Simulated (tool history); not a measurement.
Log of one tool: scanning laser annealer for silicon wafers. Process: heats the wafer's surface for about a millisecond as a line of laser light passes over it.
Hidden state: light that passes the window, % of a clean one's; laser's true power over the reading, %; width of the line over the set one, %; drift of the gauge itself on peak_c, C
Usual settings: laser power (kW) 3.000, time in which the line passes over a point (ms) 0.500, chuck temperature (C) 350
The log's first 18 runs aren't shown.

run	hour	laser power (kW)	time in which the line passes over a point (ms)	chuck temperature (C)	hours of work since the window was cleaned	hours of work since the power meter was calibrated	hours of work since the optics were aligned	highest temperature of the surface (C)
19	140.4	2.715	0.500	350	517	207	795	1086
20	149.8	2.715	0.372	350	522	213	800	988
21	159.9	2.711	0.500	350	528	218	806	1087
22	168.0	3.162	0.500	386	533	223	811	1278
23	174.3	3.162	0.500	386	536	227	814	1281
24	182.5	3.000	0.505	323	541	231	819	1161
25	188.9	3.000	0.505	323	545	235	822	1163
26	194.7	3.000	0.369	345	548	238	826	1070
27	199.4	2.725	0.536	334	551	241	828	1098
28	209.1	2.570	0.536	334	556	246	834	1049

Forecast run 29:
29	214.0	2.570	0.536	334	559	249	837	?

highest temperature of the surface (C): 1045
Without the tool's hidden state the same run would have given highest temperature of the surface (C) 1046.

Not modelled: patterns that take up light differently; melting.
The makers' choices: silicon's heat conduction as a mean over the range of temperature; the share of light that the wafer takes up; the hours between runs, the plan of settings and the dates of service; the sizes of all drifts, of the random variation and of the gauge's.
